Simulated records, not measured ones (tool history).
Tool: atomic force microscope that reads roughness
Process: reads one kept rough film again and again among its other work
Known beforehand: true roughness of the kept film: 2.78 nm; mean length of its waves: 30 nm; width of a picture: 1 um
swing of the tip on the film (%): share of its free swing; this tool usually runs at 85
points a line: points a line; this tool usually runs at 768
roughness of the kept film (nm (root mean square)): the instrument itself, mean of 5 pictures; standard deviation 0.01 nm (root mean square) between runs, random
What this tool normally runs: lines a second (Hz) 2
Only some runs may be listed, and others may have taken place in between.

run   hour  lines a second (Hz)  swing of the tip on the film (%)  points a line  roughness of the kept film (nm (root mean square))
  1      0                    2                                85            768                                               2.354
  2    9.4                    2                                85            768                                               2.336
  3   21.3                    2                                85            768                                               2.344
  4   31.3                    2                                85            768                                               2.354
  5   36.6                    2                                85            768                                               2.328
  6   41.9                    2                                85            768                                                2.32
  7   49.3                    2                                85            371                                               2.349
  8   60.5                    2                                85            371                                               2.331
  9   68.1                    2                                85            371                                               2.338
 10   74.2                    2                                85            371                                               2.327
      77.5  -- new tip fitted
 11   80.6                    2                                85            768                                                2.34
 12   91.3                    2                                85            768                                               2.337
 13    100                    2                                85            768                                               2.346
 14  106.8                 1.79                                85            768                                               2.385
 15  118.2                 1.79                                85            768                                               2.373
 16  126.5                    2                                85            768                                               2.352
 17    135                    2                                85            768                                               2.346
 18  144.3                    2                                85            768                                               2.344
 19  156.2                    2                                85            768                                               2.331
 20  163.8                    2                                85            768                                               2.343
 21  176.6                 0.57                                85            768                                               2.519
       183  -- new tip fitted
 22  185.9                 0.57                                85            768                                               2.547
 23  191.7                 0.57                                85            768                                               2.542
 24  203.1                 0.53                                85            768                                               2.529
 25  209.9                 0.53                                85            768                                               2.545
 26  216.6                 0.95                                85            768                                               2.481
 27  222.9                 0.95                                58            790                                               2.582
 28    232                 0.96                                62            260                                               2.528
 29  244.1                    2                                55            259                                               2.523
 30  256.8                 2.74                                89            339                                               2.181
 31    263                 1.13                                74            353                                               2.509
 32  274.6                    2                                70            768                                               2.473
 33  283.5                    2                                56            910                                               2.552
     287.5  -- new tip fitted
 34  289.4                 0.84                                56            395                                               2.591
 35  297.2                 0.84                                87            443                                               2.455
 36  307.5                 0.84                                87            443                                               2.473
 37    315                  0.7                                86            768                                               2.509
 38  326.6                 1.25                                69            664                                               2.528
 39    332                 1.22                                80            361                                               2.457
 40  337.8                 3.15                                59            549                                               2.498
 41  350.4                 3.15                                59            549                                               2.514
 42  358.4                 0.68                                59            549                                               2.584
 43  364.5                 0.68                                59            678                                               2.604
 44  372.3                    3                                66            678                                                2.44
 45  384.1                    3                                66            678                                               2.468
     392.2  -- new tip fitted
 46  392.6                    3                                66            678                                               2.443

Below are 3 alternative next runs, each starting from the tool's condition after run 46. Predict each:
  A  404.8                 0.62                                70            968                                                   ?
  B  404.8                 1.03                                85            768                                                   ?
  C  404.8                    2                                84            768                                                   ?

run  roughness of the kept film (nm (root mean square))
  A                                               2.591
  B                                                2.47
  C                                               2.355
Take away the tool's hidden state, keep each run's random variation, and the runs would have read:
run  roughness of the kept film (nm (root mean square))
  A                                               2.592
  B                                               2.472
  C                                               2.356

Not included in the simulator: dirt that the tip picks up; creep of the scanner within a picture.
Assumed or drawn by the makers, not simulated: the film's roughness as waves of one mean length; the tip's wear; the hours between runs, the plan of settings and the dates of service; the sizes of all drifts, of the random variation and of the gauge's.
